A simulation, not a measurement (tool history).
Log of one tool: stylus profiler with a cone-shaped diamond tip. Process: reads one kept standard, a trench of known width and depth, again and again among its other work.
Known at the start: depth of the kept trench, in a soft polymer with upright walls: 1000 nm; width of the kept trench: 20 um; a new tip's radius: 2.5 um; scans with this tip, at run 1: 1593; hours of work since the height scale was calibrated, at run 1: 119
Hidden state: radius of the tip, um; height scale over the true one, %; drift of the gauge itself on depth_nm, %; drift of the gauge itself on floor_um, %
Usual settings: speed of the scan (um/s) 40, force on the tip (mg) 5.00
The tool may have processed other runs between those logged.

| run | hour | speed of the scan (um/s) | force on the tip (mg) | scans with this tip | hours of work since the height scale was calibrated | depth of the trench (angstrom) | width of the trench's floor (µm) |
|---|---|---|---|---|---|---|---|
| 1 | 0.0 | 40 | 5.00 | 1593 | 119 | 10205.4 | 15.67 |
| 2 | 15.7 | 40 | 5.00 | 1698 | 127 | 10206.7 | 15.62 |
| 3 | 29.3 | 40 | 5.00 | 1789 | 134 | 10206.4 | 15.63 |
| 4 | 37.0 | 40 | 5.00 | 1840 | 137 | 10202.0 | 15.62 |
| 5 | 50.1 | 40 | 5.00 | 1928 | 144 | 10210.9 | 15.60 |
| 6 | 67.5 | 40 | 2.53 | 2044 | 153 | 10126.4 | 15.52 |
| 7 | 86.0 | 21 | 5.00 | 2167 | 162 | 10208.4 | 15.65 |
| 8 | 100.5 | 21 | 5.00 | 2264 | 169 | 10202.8 | 15.62 |
| 9 | 119.2 | 21 | 5.00 | 2389 | 178 | 10202.2 | 15.60 |
| 10 | 138.2 | 21 | 5.00 | 2515 | 188 | 10208.6 | 15.60 |
| 11 | 146.9 | 19 | 5.00 | 2573 | 192 | 10203.2 | 15.64 |
| 12 | 162.5 | 31 | 5.00 | 2677 | 200 | 10206.2 | 15.57 |
| 13 | 174.7 | 31 | 5.00 | 2758 | 206 | 10202.3 | 15.51 |
| 14 | 187.3 | 31 | 5.00 | 2843 | 212 | 10198.2 | 15.51 |
| 15 | 201.7 | 123 | 13.74 | 2938 | 219 | 10411.1 | 15.41 |
| 16 | 210.5 | 30 | 13.66 | 2997 | 224 | 10411.5 | 15.58 |
| 17 | 223.2 | 30 | 13.66 | 3082 | 230 | 10413.2 | 15.56 |
| 18 | 240.3 | 85 | 7.76 | 3196 | 239 | 10278.7 | 15.34 |
| 19 | 255.5 | 54 | 5.00 | 3298 | 246 | 10200.6 | 15.46 |
| 20 | 274.1 | 54 | 5.00 | 3422 | 255 | 10200.6 | 15.37 |
| 21 | 285.3 | 18 | 2.87 | 3496 | 261 | 10133.1 | 15.49 |
| 22 | 294.4 | 18 | 2.87 | 3557 | 266 | 10132.1 | 15.50 |
| 23 | 304.7 | 37 | 2.44 | 3626 | 271 | 10114.9 | 15.38 |
| 24 | 321.7 | 37 | 2.44 | 3739 | 279 | 10114.4 | 15.38 |

Here are 3 independent what-if runs from the current tool condition. What would each one return?
| A | 335.2 | 55 | 1.82 | 3829 | 286 | ? | ? |
| B | 335.2 | 115 | 12.18 | 3829 | 286 | ? | ? |
| C | 335.2 | 144 | 5.00 | 3829 | 286 | ? | ? |

| run | depth of the trench (angstrom) | width of the trench's floor (µm) |
|---|---|---|
| A | 10093.7 | 15.20 |
| B | 10373.3 | 15.28 |
| C | 10196.1 | 14.95 |
The same runs, with their run-to-run variation unchanged, on a tool lacking any hidden condition would have given:
| run | depth of the trench (angstrom) | width of the trench's floor (µm) |
|---|---|---|
| A | 10111.7 | 15.66 |
| B | 10391.9 | 15.74 |
| C | 10214.3 | 15.41 |

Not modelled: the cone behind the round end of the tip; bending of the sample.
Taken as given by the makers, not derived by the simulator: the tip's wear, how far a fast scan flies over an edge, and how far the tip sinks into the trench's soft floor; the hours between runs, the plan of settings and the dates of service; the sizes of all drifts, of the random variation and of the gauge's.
